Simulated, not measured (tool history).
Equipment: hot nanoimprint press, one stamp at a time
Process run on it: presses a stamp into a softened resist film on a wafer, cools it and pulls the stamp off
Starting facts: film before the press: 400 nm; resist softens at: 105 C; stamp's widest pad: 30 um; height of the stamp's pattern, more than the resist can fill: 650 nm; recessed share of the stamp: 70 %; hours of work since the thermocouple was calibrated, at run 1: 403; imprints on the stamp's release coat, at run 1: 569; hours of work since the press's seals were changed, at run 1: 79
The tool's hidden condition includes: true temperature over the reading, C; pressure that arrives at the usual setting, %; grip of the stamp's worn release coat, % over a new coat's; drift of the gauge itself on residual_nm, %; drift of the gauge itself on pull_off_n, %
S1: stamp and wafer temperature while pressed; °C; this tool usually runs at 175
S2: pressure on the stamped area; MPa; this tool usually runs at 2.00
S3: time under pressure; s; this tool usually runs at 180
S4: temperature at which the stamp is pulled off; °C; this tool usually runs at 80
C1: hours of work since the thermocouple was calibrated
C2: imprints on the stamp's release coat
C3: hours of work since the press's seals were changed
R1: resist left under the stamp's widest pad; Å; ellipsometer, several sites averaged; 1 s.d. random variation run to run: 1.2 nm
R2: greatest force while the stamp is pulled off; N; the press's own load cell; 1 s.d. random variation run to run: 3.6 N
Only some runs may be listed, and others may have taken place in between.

run,day,S1,S2,S3,S4,C1,C2,C3,R1,R2
1,0.000,175,2.00,180,80,403,569,79,1916,171
2,1.975,175,2.00,180,80,432,784,109,1905,177
# day 2.204: plate thermocouple calibrated
3,3.792,175,2.00,180,68,24,968,134,1903,185
4,4.788,175,2.00,180,68,39,1076,150,1909,192
5,6.642,175,2.00,180,80,67,1277,178,1909,179
6,8.429,175,1.70,180,80,94,1471,205,2059,173
7,10.633,175,2.00,180,80,127,1711,238,1899,173
8,12.321,175,1.62,103,81,153,1894,263,2488,176
9,13.521,179,1.49,95,74,171,2025,281,2307,181
10,15.679,178,1.40,304,86,204,2259,314,1647,166
# day 16.521: stamp cleaned and given a new release coat
11,17.954,178,1.40,316,86,234,155,345,1630,167
12,18.962,178,1.40,316,86,249,265,360,1622,168

Run 13 has not been measured yet. What should we expect?
13,20.054,186,1.89,327,65,266,383,376,?,?

R1: 977 Å
R2: 191 N
Without the tool's hidden state the same run would have given R1 978 Å, R2 191 N.
